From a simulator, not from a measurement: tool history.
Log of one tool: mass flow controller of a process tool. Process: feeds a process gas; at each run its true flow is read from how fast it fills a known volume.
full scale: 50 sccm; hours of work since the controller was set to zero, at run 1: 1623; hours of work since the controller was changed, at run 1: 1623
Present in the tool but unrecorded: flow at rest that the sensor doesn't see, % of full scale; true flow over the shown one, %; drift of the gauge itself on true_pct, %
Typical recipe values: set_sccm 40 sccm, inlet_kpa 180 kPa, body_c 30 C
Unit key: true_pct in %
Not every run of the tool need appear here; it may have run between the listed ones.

run	hour	set_sccm	inlet_kpa	body_c	hours of work since the controller was set to zero	hours of work since the controller was changed	true_pct
1	0	40	180	30	1623	1623	98.71
2	79.2	40	160	30	1663	1663	98.71
3	190.5	40	160	30	1719	1719	98.73
4	255.9	40	164	30	1752	1752	98.71
5	348.6	40	263	30	1798	1798	98.68
6	467.3	40	228	30	1858	1858	98.67
7	546.5	40	228	34	1898	1898	98.16
8	616	40	180	30	1933	1933	98.71
9	665.4	40	180	30	1958	1958	98.68
10	769.2	40	180	30	2010	2010	98.73
11	872.4	40	229	25	2062	2062	99.25
12	991.9	10	214	30	2123	2123	97.51
13	1072.5	10	214	30	2163	2163	97.56
14	1167.5	40	147	30	2211	2211	98.73
15	1263	5	276	30	2259	2259	98.29
16	1343.8	40	216	30	2300	2300	98.68
17	1453.4	5	216	30	2355	2355	98.45
18	1543.2	12	249	20	2400	2400	98.63
19	1610.9	25	161	36	2434	2434	97.21

Predict each of these 3 candidate next runs independently; none follows another, all start after run 19:
A	1704	25	177	33	2481	2481	?
B	1704	40	180	23	2481	2481	?
C	1704	25	177	40	2481	2481	?

run	true_pct
A	97.63
B	99.55
C	96.76
Had the tool no hidden state, the same runs would have come out as:
run	true_pct
A	97.52
B	99.62
C	96.65
